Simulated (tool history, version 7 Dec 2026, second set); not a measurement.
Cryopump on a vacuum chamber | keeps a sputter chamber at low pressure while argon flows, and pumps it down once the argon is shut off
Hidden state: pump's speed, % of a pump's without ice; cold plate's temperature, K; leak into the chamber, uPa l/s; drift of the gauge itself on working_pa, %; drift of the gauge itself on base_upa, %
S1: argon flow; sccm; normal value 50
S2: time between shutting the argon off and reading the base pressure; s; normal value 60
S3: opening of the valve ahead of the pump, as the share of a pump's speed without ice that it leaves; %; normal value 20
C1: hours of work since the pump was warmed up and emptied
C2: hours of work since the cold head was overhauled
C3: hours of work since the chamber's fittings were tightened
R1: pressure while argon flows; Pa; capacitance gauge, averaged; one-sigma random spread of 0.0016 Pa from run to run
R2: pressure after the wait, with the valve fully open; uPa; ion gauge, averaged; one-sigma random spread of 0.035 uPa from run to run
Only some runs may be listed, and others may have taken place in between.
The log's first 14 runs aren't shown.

run,hour,S1,S2,S3,C1,C2,C3,R1,R2
15,213.0,50,60,20,205,205,2405,0.4505,2.62
16,227.1,50,60,20,211,211,2411,0.4545,2.63
17,248.1,50,60,20,220,220,2420,0.4555,2.70
18,267.1,50,60,20,227,227,2428,0.4544,2.70
19,285.0,34,61,52,235,235,2435,0.1218,2.79
20,306.8,22,61,18,244,244,2444,0.2210,2.64
21,320.4,22,30,17,250,250,2450,0.2350,4.24
22,335.4,30,58,17,256,256,2456,0.3201,2.74
23,359.1,28,41,33,266,266,2466,0.1547,3.38
24,376.8,28,41,33,273,273,2473,0.1559,3.41
25,387.3,23,76,20,277,277,2478,0.2095,2.41
26,401.6,50,60,42,283,283,2484,0.2210,2.67
27,412.0,56,92,18,288,288,2488,0.5611,2.15
28,429.4,54,90,28,295,295,2495,0.3541,2.27
29,440.3,54,90,28,299,299,2500,0.3559,2.19
30,461.1,50,53,24,308,308,2508,0.3794,2.97
31,483.8,37,22,33,317,317,2518,0.2066,5.45
32,495.8,37,22,33,322,322,2523,0.2061,5.47
33,516.5,50,283,15,331,331,2531,0.6068,1.49
34,533.7,31,205,18,338,338,2538,0.3139,1.70
35,552.5,24,32,29,346,346,2546,0.1530,4.05

3 options for the next run, each taken on its own from the tool as it stands now. Forecast them:
A,570.6,27,54,20,354,354,2554,?,?
B,570.6,38,29,40,354,354,2554,?,?
C,570.6,37,76,20,354,354,2554,?,?

run,R1,R2
A,0.2471,3.04
B,0.1776,4.51
C,0.3390,2.47
What these runs would have given with no unlogged condition in the tool:
run,R1,R2
A,0.2417,2.12
B,0.1699,3.60
C,0.3314,1.57
